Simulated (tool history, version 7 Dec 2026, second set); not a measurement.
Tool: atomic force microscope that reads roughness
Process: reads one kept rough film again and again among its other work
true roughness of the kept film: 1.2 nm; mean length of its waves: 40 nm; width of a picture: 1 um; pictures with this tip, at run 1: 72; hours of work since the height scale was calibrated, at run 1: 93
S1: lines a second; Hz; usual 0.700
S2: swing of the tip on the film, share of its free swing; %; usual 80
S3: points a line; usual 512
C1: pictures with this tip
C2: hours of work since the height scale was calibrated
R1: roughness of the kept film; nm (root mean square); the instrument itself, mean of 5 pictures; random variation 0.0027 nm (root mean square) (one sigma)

| run | hour | S1 | S2 | S3 | C1 | C2 | R1 |
|---|---|---|---|---|---|---|---|
| 1 | 0.0 | 0.700 | 80 | 512 | 72 | 93 | 1.096 |
| 2 | 11.1 | 0.700 | 80 | 512 | 88 | 98 | 1.093 |
| 3 | 23.6 | 0.700 | 80 | 512 | 107 | 103 | 1.093 |
| 4 | 37.3 | 0.700 | 88 | 512 | 127 | 110 | 1.062 |
| 5 | 49.8 | 0.700 | 80 | 512 | 145 | 115 | 1.090 |
| 6 | 60.1 | 0.700 | 80 | 512 | 161 | 120 | 1.086 |
| 7 | 68.6 | 0.700 | 80 | 512 | 173 | 124 | 1.089 |
| 8 | 78.4 | 0.700 | 80 | 512 | 188 | 128 | 1.084 |
| 9 | 85.1 | 0.700 | 80 | 512 | 198 | 131 | 1.081 |
| 10 | 91.3 | 0.700 | 80 | 512 | 207 | 134 | 1.087 |
| 11 | 97.6 | 0.700 | 80 | 512 | 216 | 137 | 1.083 |
| 12 | 111.7 | 0.700 | 80 | 512 | 237 | 143 | 1.086 |
| 13 | 117.7 | 0.581 | 80 | 512 | 246 | 146 | 1.094 |
| 14 | 132.5 | 0.581 | 80 | 512 | 268 | 153 | 1.092 |
| 15 | 142.0 | 0.581 | 80 | 512 | 282 | 157 | 1.087 |
| 16 | 151.2 | 0.700 | 61 | 512 | 295 | 161 | 1.128 |
| 17 | 161.8 | 0.700 | 61 | 512 | 311 | 166 | 1.126 |
| 18 | 174.1 | 0.930 | 61 | 512 | 329 | 172 | 1.122 |
| 19 | 187.9 | 0.930 | 61 | 512 | 350 | 178 | 1.115 |
|  | 199.7 | new tip fitted |
| 20 | 203.3 | 0.930 | 61 | 512 | 6 | 185 | 1.138 |
| 21 | 210.7 | 0.930 | 61 | 512 | 17 | 188 | 1.143 |
| 22 | 218.8 | 3.256 | 80 | 512 | 29 | 192 | 0.892 |
| 23 | 232.3 | 3.256 | 80 | 512 | 49 | 198 | 0.884 |
| 24 | 238.8 | 3.256 | 80 | 512 | 58 | 201 | 0.879 |
| 25 | 247.7 | 3.256 | 80 | 512 | 71 | 205 | 0.885 |
| 26 | 258.8 | 2.050 | 69 | 512 | 88 | 210 | 1.055 |
| 27 | 269.5 | 1.177 | 61 | 425 | 104 | 215 | 1.117 |
| 28 | 281.1 | 1.177 | 61 | 425 | 121 | 220 | 1.127 |
| 29 | 293.1 | 0.990 | 80 | 468 | 139 | 226 | 1.059 |
| 30 | 299.5 | 0.990 | 80 | 468 | 148 | 228 | 1.058 |
| 31 | 311.8 | 0.629 | 82 | 468 | 166 | 234 | 1.088 |
| 32 | 326.5 | 0.993 | 85 | 825 | 188 | 241 | 1.032 |
| 33 | 339.3 | 0.993 | 85 | 825 | 207 | 247 | 1.028 |
| 34 | 351.3 | 0.993 | 85 | 825 | 225 | 252 | 1.026 |
| 35 | 361.6 | 3.252 | 75 | 604 | 240 | 257 | 0.925 |
| 36 | 370.5 | 2.831 | 75 | 604 | 253 | 261 | 0.952 |
| 37 | 381.8 | 0.700 | 69 | 995 | 270 | 266 | 1.116 |
| 38 | 388.9 | 0.700 | 74 | 362 | 280 | 269 | 1.102 |
| 39 | 400.9 | 3.073 | 80 | 691 | 298 | 275 | 0.881 |
| 40 | 412.2 | 3.073 | 80 | 691 | 315 | 280 | 0.882 |
| 41 | 427.1 | 3.073 | 65 | 473 | 337 | 286 | 1.018 |
| 42 | 434.6 | 0.700 | 80 | 783 | 348 | 290 | 1.074 |
|  | 447.8 | new tip fitted |
| 43 | 449.9 | 0.700 | 80 | 489 | 3 | 297 | 1.098 |
| 44 | 456.5 | 1.835 | 75 | 953 | 13 | 300 | 1.030 |
| 45 | 468.1 | 1.835 | 75 | 953 | 30 | 305 | 1.031 |
| 46 | 476.8 | 1.118 | 80 | 512 | 43 | 309 | 1.050 |
| 47 | 486.2 | 1.797 | 76 | 512 | 57 | 313 | 1.022 |

Forecast each of these 5 alternatives for the next run:
| A | 495.6 | 0.700 | 80 | 362 | 70 | 317 | ? |
| B | 495.6 | 3.813 | 76 | 517 | 70 | 317 | ? |
| C | 495.6 | 1.939 | 58 | 350 | 70 | 317 | ? |
| D | 495.6 | 0.700 | 78 | 512 | 70 | 317 | ? |
| E | 495.6 | 3.703 | 56 | 389 | 70 | 317 | ? |

| run | R1 |
|---|---|
| A | 1.092 |
| B | 0.890 |
| C | 1.107 |
| D | 1.099 |
| E | 1.070 |
Without the tool's hidden state the same runs would have given:
| run | R1 |
|---|---|
| A | 1.102 |
| B | 0.898 |
| C | 1.117 |
| D | 1.109 |
| E | 1.079 |
